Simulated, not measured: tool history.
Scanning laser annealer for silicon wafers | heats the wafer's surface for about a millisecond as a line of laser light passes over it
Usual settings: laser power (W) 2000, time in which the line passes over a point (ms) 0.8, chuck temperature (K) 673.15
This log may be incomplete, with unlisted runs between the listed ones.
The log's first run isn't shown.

run	day	laser power (W)	time in which the line passes over a point (ms)	chuck temperature (K)	highest temperature of the surface (K)
2	1.571	2000	0.8	673.15	1455.15
3	3.721	2000	0.8	673.15	1449.15
4	5.783	2000	0.8	673.15	1452.15
5	7.008	2000	0.8	673.15	1449.15
6	8.171	2000	0.8	673.15	1448.15
7	9.708	2000	0.8	673.15	1444.15
8	11.879	2000	0.8	673.15	1443.15
9	13.267	2000	0.8	673.15	1444.15
10	14.858	1918	0.8	673.15	1406.15
11	16.362	1918	0.8	673.15	1406.15
12	18.217	1918	0.8	673.15	1405.15
13	19.392	1918	0.8	673.15	1407.15
14	21.638	1918	0.8	673.15	1402.15
15	23.042	2000	0.8	673.15	1434.15
16	25.088	2000	0.8	673.15	1431.15
17	27.558	1861	0.8	673.15	1372.15
18	29.283	1861	0.8	673.15	1368.15
19	31.438	2190	0.8	684.15	1521.15

Run 20 has not been measured yet. What should we expect?
20	32.983	1770	0.628	684.15	?

{"run 20": {"highest temperature of the surface (K)": 1253.15}}
With no hidden state in the tool, this same run would have given highest temperature of the surface (K) 1283.15.
